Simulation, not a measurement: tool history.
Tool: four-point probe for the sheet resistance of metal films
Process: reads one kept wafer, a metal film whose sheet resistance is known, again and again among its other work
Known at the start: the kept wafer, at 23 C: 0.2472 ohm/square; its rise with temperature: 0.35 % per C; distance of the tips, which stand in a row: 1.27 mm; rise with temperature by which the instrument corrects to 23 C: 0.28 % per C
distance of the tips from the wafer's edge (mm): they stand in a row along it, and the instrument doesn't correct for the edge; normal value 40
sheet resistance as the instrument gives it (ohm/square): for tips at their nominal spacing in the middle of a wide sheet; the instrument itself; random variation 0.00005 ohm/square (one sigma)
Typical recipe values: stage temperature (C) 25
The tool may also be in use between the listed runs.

run,hour,stage temperature (C),distance of the tips from the wafer's edge (mm),sheet resistance as the instrument gives it (ohm/square)
1,0,25,40,0.248658
2,20.9,25,40,0.248676
3,34.3,25,40,0.248641
4,57.4,25,40,0.248682
5,80.7,25,40,0.248679
6,98.2,25,40,0.248771
7,123,25,40,0.248775
8,144.8,25,40,0.248694
9,169.7,25,40,0.248807
10,187.8,25,40,0.248763
11,202.9,25,40,0.248796
12,225.4,25,40,0.248787
13,243.2,25,40,0.248725
14,267.5,25,40,0.248829
15,286.3,25,40,0.248788
16,301.5,25,40,0.248782
17,324,25,40,0.248829
18,346.7,32,40,0.250053
19,365.7,31,43,0.249881
20,389.6,31,43,0.249928
21,409.1,19,14,0.248659
# hour 415.8: stage's thermometer calibrated
22,424.3,19,14,0.249098
23,442.8,31,4,0.263189
24,458.8,18,27,0.24818
25,477.2,19,6,0.253934
26,493.5,21,15,0.249387
27,514.6,21,15,0.249375
28,535,21,15,0.249432
29,550.2,28,4,0.262512
30,570.7,29,53,0.250002
31,590.3,29,26,0.250209
32,612.4,22,47,0.248728
33,625.5,28,20,0.25033
34,637.7,31,5,0.258648
35,656,31,5,0.258734

Selected run-to-run steps in sheet resistance as the instrument gives it (ohm/square), each split into two signed amounts: the part the tool would show with no hidden state at all (from settings, incoming material and random variation), and the remainder, which goes to the hidden state together with any gauge scatter not common to the measured and the hidden-state-free results:
Hidden conditions of the tool in this case: inner tips' distance over the nominal, %; tips' flats over new ones', %; wafer's true temperature over the reading, C; drift of the gauge itself on sheet_ohm, %.
Run 21 -> 22: stage's thermometer calibrated. sheet resistance as the instrument gives it (ohm/square) +0.000439: hidden state +0.000438, all else +0.000001.
Run 22 -> 23: stage temperature (C) 19 -> 31, distance of the tips from the wafer's edge (mm) 14 -> 4. sheet resistance as the instrument gives it (ohm/square) +0.014091: hidden state +0.000087, all else +0.014004.
Run 23 -> 24: stage temperature (C) 31 -> 18, distance of the tips from the wafer's edge (mm) 4 -> 27. sheet resistance as the instrument gives it (ohm/square) -0.015009: hidden state -0.000081, all else -0.014928.
Run 28 -> 29: stage temperature (C) 21 -> 28, distance of the tips from the wafer's edge (mm) 15 -> 4. sheet resistance as the instrument gives it (ohm/square) +0.01308: hidden state +0.000084, all else +0.012996.
